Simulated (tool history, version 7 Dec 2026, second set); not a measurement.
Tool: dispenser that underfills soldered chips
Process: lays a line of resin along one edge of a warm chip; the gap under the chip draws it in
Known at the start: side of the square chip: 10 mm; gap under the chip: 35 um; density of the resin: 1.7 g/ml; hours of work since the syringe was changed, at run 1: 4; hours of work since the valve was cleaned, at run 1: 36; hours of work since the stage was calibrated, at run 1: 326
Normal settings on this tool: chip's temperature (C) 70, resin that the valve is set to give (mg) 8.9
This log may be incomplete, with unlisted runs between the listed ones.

| run | day | chip's temperature (C) | resin that the valve is set to give (mg) | hours of work since the syringe was changed | hours of work since the valve was cleaned | hours of work since the stage was calibrated | time until the resin shows at the far edge (s) | resin that the valve gave (mg) |
|---|---|---|---|---|---|---|---|---|
| 1 | 0 | 70 | 8.9 | 4 | 36 | 326 | 276.1 | 8.74 |
|  | 0.258 | new syringe of resin |
| 2 | 0.329 | 70 | 8.9 | 1 | 40 | 331 | 239.9 | 8.72 |
|  | 0.746 | new syringe of resin |
| 3 | 0.762 | 70 | 8.9 | 0 | 47 | 337 | 226.6 | 8.69 |
|  | 1.017 | dispensing valve cleaned and set on the balance |
|  | 1.3 | new syringe of resin |
| 4 | 1.321 | 70 | 7.63 | 0 | 4 | 345 | 237.1 | 7.64 |
|  | 1.825 | new syringe of resin |
| 5 | 1.971 | 70 | 7.63 | 2 | 14 | 354 | 248.4 | 7.59 |
|  | 2.317 | new syringe of resin |
| 6 | 2.488 | 70 | 8.9 | 3 | 21 | 362 | 246.6 | 8.81 |
|  | 2.8 | new syringe of resin |
| 7 | 2.971 | 70 | 8.9 | 3 | 28 | 369 | 240.6 | 8.76 |
|  | 3.292 | new syringe of resin |
| 8 | 3.292 | 70 | 8.9 | 0 | 33 | 374 | 218.8 | 8.75 |
| 9 | 3.75 | 70 | 8.9 | 7 | 40 | 380 | 290 | 8.71 |
|  | 3.808 | new syringe of resin |
|  | 4.304 | new syringe of resin |
| 10 | 4.371 | 70 | 8.9 | 1 | 49 | 389 | 235 | 8.66 |
|  | 4.454 | dispensing valve cleaned and set on the balance |
|  | 4.875 | new syringe of resin |
| 11 | 4.954 | 70 | 8.9 | 1 | 7 | 397 | 228.2 | 8.85 |
| 12 | 5.329 | 70 | 11.14 | 7 | 13 | 403 | 284.4 | 11.08 |
|  | 5.392 | new syringe of resin |
| 13 | 5.629 | 70 | 8.9 | 4 | 17 | 407 | 246.2 | 8.8 |
|  | 5.888 | new syringe of resin |
| 14 | 5.917 | 70 | 8.9 | 0 | 21 | 411 | 223.5 | 8.83 |
| 15 | 6.208 | 70 | 8.9 | 5 | 26 | 415 | 268.1 | 8.73 |
|  | 6.388 | new syringe of resin |
|  | 6.429 | stage's temperature calibrated |
| 16 | 6.896 | 71 | 9.52 | 7 | 35 | 7 | 314.4 | 9.36 |
|  | 6.938 | new syringe of resin |
|  | 7.421 | new syringe of resin |
| 17 | 7.421 | 77 | 8.9 | 0 | 43 | 14 | 173.4 | 8.68 |
|  | 7.933 | dispensing valve cleaned and set on the balance |
| 18 | 7.933 | 77 | 8.9 | 7 | 0 | 21 | 232.6 | 8.91 |
|  | 7.996 | new syringe of resin |
|  | 8.483 | new syringe of resin |
| 19 | 8.542 | 71 | 11.14 | 1 | 9 | 30 | 234.8 | 11.1 |
|  | 8.992 | new syringe of resin |
| 20 | 9.2 | 68 | 9.48 | 3 | 18 | 40 | 311.8 | 9.38 |
|  | 9.504 | new syringe of resin |
| 21 | 9.654 | 68 | 9.48 | 2 | 25 | 46 | 292.6 | 9.36 |

What will run 22 give?
| 22 | 9.946 | 82 | 8.07 | 7 | 29 | 51 | ? | ? |

Logged for run 22: time until the resin shows at the far edge (s) 185.3, resin that the valve gave (mg) 7.95.
On a tool with no hidden condition, and with the same random variation, this run would have come out at time until the resin shows at the far edge (s) 143.3, resin that the valve gave (mg) 8.08.
